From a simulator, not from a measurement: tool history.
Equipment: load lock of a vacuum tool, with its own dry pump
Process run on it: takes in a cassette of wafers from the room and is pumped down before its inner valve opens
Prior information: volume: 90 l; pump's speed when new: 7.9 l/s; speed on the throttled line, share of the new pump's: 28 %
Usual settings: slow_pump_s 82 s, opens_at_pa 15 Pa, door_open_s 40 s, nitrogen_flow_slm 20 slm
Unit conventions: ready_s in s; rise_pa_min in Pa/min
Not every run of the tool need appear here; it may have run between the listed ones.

run,hour,slow_pump_s,opens_at_pa,door_open_s,nitrogen_flow_slm,"incoming humidity of the room's air, %",ready_s,rise_pa_min
1,0,82,15,40,20,45.2,162.5,0.031
2,91.8,82,15,40,20,45,162.5,0.037
3,203.2,82,15,40,20,45,164,0.032
4,402.9,82,15,40,20,47.2,160.8,0.037
5,565.4,82,15,40,20,46.3,161.4,0.036
6,749.8,82,15,40,20,43.8,162.9,0.036
7,907.2,82,15,82,20,45.4,161.8,0.054
8,1062.7,82,15,40,20,43.3,163,0.036
9,1260.2,82,15,40,20,48.3,163.8,0.042
10,1356.4,82,15,201,20,47.5,163,0.073
11,1445.9,82,15,40,31,46.3,163.6,0.032
12,1556.7,82,15,40,31,45.9,162.8,0.025
13,1763.3,82,15,40,31,42.8,163.8,0.033
14,1889.1,143,15,40,31,46.4,205.1,0.033
15,2055.8,143,15,40,31,47.5,206,0.042
16,2150.7,48,16,40,31,45.9,140,0.035
17,2251.4,82,18,181,20,46.2,162.2,0.068
18,2442.4,48,15,40,8,45.5,140.8,0.049
19,2645.3,82,15,114,20,41.5,164.7,0.055
20,2841.8,121,28,84,6,46.5,183,0.075
21,3015,82,11,40,21,43.6,169.1,0.043
22,3198.1,68,28,40,11,41.2,147.7,0.047
23,3342.7,56,20,40,20,46.9,143,0.044
24,3523.1,68,15,195,4,45.5,153.9,0.106
25,3727.1,68,15,195,4,44.5,153.2,0.101
26,3854,68,15,195,4,45.8,153.9,0.11
27,3970.4,68,15,195,4,44.7,153.7,0.106
28,4163.7,68,15,195,4,48.4,156.3,0.118

What if the next run were any one of these 5? Each begins from the tool's condition after run 28:
A,4295,82,21,68,20,46.6,?,?
B,4295,82,16,47,13,43.3,?,?
C,4295,68,15,30,4,42.4,?,?
D,4295,55,15,195,4,42.2,?,?
E,4295,44,15,195,4,45.6,?,?

run,ready_s,rise_pa_min
A,162.9,0.052
B,164.8,0.051
C,153.9,0.046
D,146.3,0.11
E,138.8,0.11
With the hidden condition removed and each run's random variation left untouched, the same runs would have given:
run,ready_s,rise_pa_min
A,157.6,0.043
B,159.4,0.043
C,148.1,0.038
D,140.2,0.102
E,132.5,0.102

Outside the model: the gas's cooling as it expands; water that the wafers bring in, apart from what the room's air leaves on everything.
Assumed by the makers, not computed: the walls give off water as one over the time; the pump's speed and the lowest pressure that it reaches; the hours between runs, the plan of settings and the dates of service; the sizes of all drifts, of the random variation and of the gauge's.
